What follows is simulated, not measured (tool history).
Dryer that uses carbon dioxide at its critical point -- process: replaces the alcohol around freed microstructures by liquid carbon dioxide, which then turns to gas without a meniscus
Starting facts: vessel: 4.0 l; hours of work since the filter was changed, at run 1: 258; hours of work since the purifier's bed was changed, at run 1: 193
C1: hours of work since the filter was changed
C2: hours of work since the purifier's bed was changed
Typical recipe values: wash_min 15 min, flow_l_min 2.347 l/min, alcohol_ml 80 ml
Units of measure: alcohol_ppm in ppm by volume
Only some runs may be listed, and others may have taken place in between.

Run 1, hour 0: usual settings; C1 258; C2 193. Result: alcohol_ppm 104 ppm by volume.
Run 2, hour 8.9: usual settings but flow_l_min 2.65 l/min; C1 263; C2 197. Result: alcohol_ppm 67 ppm by volume.
Run 3, hour 16: usual settings; C1 266; C2 201. Result: alcohol_ppm 117 ppm by volume.
Run 4, hour 25.6: usual settings; C1 270; C2 205. Result: alcohol_ppm 106 ppm by volume.
Run 5, hour 33.8: usual settings but flow_l_min 1.5 l/min; C1 274; C2 209. Result: alcohol_ppm 658 ppm by volume.
Run 6, hour 39.6: usual settings but flow_l_min 1.5 l/min; C1 277; C2 211. Result: alcohol_ppm 658 ppm by volume.
Run 7, hour 47.4: usual settings but flow_l_min 1.5 l/min; C1 280; C2 215. Result: alcohol_ppm 660 ppm by volume.
Run 8, hour 52.7: usual settings but flow_l_min 1.5 l/min; C1 283; C2 217. Result: alcohol_ppm 657 ppm by volume.
Run 9, hour 63.3: usual settings but alcohol_ml 41 ml; C1 287; C2 222. Result: alcohol_ppm 71 ppm by volume.
Run 10, hour 69: usual settings but wash_min 18 min; C1 290; C2 225. Result: alcohol_ppm 74 ppm by volume.
Run 11, hour 79.4: usual settings; C1 295; C2 230. Result: alcohol_ppm 119 ppm by volume.
Run 12, hour 87.4: usual settings; C1 299; C2 233. Result: alcohol_ppm 113 ppm by volume.
Run 13, hour 93.7: usual settings; C1 301; C2 236. Result: alcohol_ppm 115 ppm by volume.
Run 14, hour 99.6: usual settings; C1 304; C2 239. Result: alcohol_ppm 118 ppm by volume.
Run 15, hour 105.7: usual settings; C1 307; C2 242. Result: alcohol_ppm 110 ppm by volume.
Run 16, hour 114.6: usual settings; C1 311; C2 246. Result: alcohol_ppm 121 ppm by volume.
Run 17, hour 124.5: usual settings but wash_min 18 min; C1 316; C2 250. Result: alcohol_ppm 66 ppm by volume.
Run 18, hour 130.4: usual settings; C1 318; C2 253. Result: alcohol_ppm 125 ppm by volume.
Run 19, hour 137.5: usual settings; C1 322; C2 256. Result: alcohol_ppm 123 ppm by volume.
Run 20, hour 145.1: usual settings; C1 325; C2 260. Result: alcohol_ppm 130 ppm by volume.
Run 21, hour 153.2: usual settings; C1 329; C2 264. Result: alcohol_ppm 123 ppm by volume.
Run 22, hour 163.7: usual settings; C1 334; C2 268. Result: alcohol_ppm 122 ppm by volume.
Run 23, hour 170.6: usual settings; C1 337; C2 272. Result: alcohol_ppm 121 ppm by volume.
Run 24, hour 178.2: usual settings; C1 340; C2 275. Result: alcohol_ppm 127 ppm by volume.
Run 25, hour 187.5: usual settings but wash_min 18 min, flow_l_min 1.44 l/min; C1 345; C2 279. Result: alcohol_ppm 463 ppm by volume.
Run 26, hour 193.3: usual settings but wash_min 14 min, flow_l_min 1.94 l/min, alcohol_ml 46 ml; C1 347; C2 282. Result: alcohol_ppm 234 ppm by volume.
Run 27, hour 198.5: usual settings but flow_l_min 1.66 l/min, alcohol_ml 30 ml; C1 350; C2 284. Result: alcohol_ppm 211 ppm by volume.
Run 28, hour 203.1: usual settings but wash_min 13 min, flow_l_min 2.95 l/min, alcohol_ml 22 ml; C1 352; C2 287. Result: alcohol_ppm 64 ppm by volume.
Run 29, hour 207.6: usual settings but wash_min 13 min, flow_l_min 2.95 l/min, alcohol_ml 22 ml; C1 354; C2 289. Result: alcohol_ppm 60 ppm by volume.
Run 30, hour 215.6: usual settings but wash_min 10 min, alcohol_ml 30 ml; C1 357; C2 292. Result: alcohol_ppm 242 ppm by volume.
Run 31, hour 220.6: usual settings but wash_min 10 min, alcohol_ml 30 ml; C1 360; C2 295. Result: alcohol_ppm 252 ppm by volume.
Run 32, hour 225.1: usual settings but wash_min 17 min; C1 362; C2 297. Result: alcohol_ppm 94 ppm by volume.
Run 33, hour 234.9: usual settings but wash_min 17 min, alcohol_ml 115 ml; C1 366; C2 301. Result: alcohol_ppm 106 ppm by volume.
Run 34, hour 239.3: usual settings but wash_min 17 min, alcohol_ml 115 ml; C1 368; C2 303. Result: alcohol_ppm 117 ppm by volume.
Run 35, hour 247.7: usual settings but wash_min 17 min, alcohol_ml 115 ml; C1 372; C2 307. Result: alcohol_ppm 122 ppm by volume.
Run 36, hour 253.7: usual settings but wash_min 10 min, alcohol_ml 115 ml; C1 375; C2 310. Result: alcohol_ppm 828 ppm by volume.
Run 37, hour 258.7: usual settings but wash_min 10 min, alcohol_ml 115 ml; C1 377; C2 312. Result: alcohol_ppm 839 ppm by volume.
Run 38, hour 264.1: usual settings but flow_l_min 2.21 l/min; C1 380; C2 315. Result: alcohol_ppm 183 ppm by volume.
Run 39, hour 271.7: usual settings but wash_min 10 min, flow_l_min 1.75 l/min, alcohol_ml 46 ml; C1 383; C2 318. Result: alcohol_ppm 901 ppm by volume.
Run 40, hour 280.5: usual settings but wash_min 11 min, flow_l_min 1.84 l/min, alcohol_ml 26 ml; C1 387; C2 322. Result: alcohol_ppm 379 ppm by volume.
Run 41, hour 287.7: usual settings but wash_min 17 min, alcohol_ml 77 ml; C1 391; C2 325. Result: alcohol_ppm 98 ppm by volume.
Run 42, hour 296.1: usual settings but wash_min 17 min, alcohol_ml 77 ml; C1 394; C2 329. Result: alcohol_ppm 101 ppm by volume.
Run 43, hour 304.9: usual settings but wash_min 17 min, alcohol_ml 77 ml; C1 398; C2 333. Result: alcohol_ppm 101 ppm by volume.
Run 44, hour 312.9: usual settings but wash_min 17 min, flow_l_min 1.73 l/min, alcohol_ml 61 ml; C1 402; C2 337. Result: alcohol_ppm 239 ppm by volume.
Run 45, hour 322.2: usual settings but wash_min 17 min, flow_l_min 1.8 l/min; C1 406; C2 341. Result: alcohol_ppm 269 ppm by volume.
Run 46, hour 327.5: usual settings but flow_l_min 1.8 l/min; C1 409; C2 344. Result: alcohol_ppm 417 ppm by volume.
Run 47, hour 332.4: usual settings but flow_l_min 3.69 l/min, alcohol_ml 63 ml; C1 411; C2 346. Result: alcohol_ppm 69 ppm by volume.

Consider 3 possible next runs. They are alternatives, not a sequence: every one starts from the tool as it was left by run 47. What does each give?
Run A, hour 340.9: usual settings but wash_min 21 min, alcohol_ml 31 ml; C1 415; C2 350. Result: alcohol_ppm ?.
Run B, hour 340.9: usual settings but wash_min 21 min, alcohol_ml 21 ml; C1 415; C2 350. Result: alcohol_ppm ?.
Run C, hour 340.9: usual settings but wash_min 21 min, flow_l_min 2.11 l/min, alcohol_ml 63 ml; C1 415; C2 350. Result: alcohol_ppm ?.

run  alcohol_ppm
  A           58
  B           63
  C           78
The same runs, with their run-to-run variation unchanged, on a tool lacking any hidden condition would have given:
run  alcohol_ppm
  A            3
  B            8
  C           12
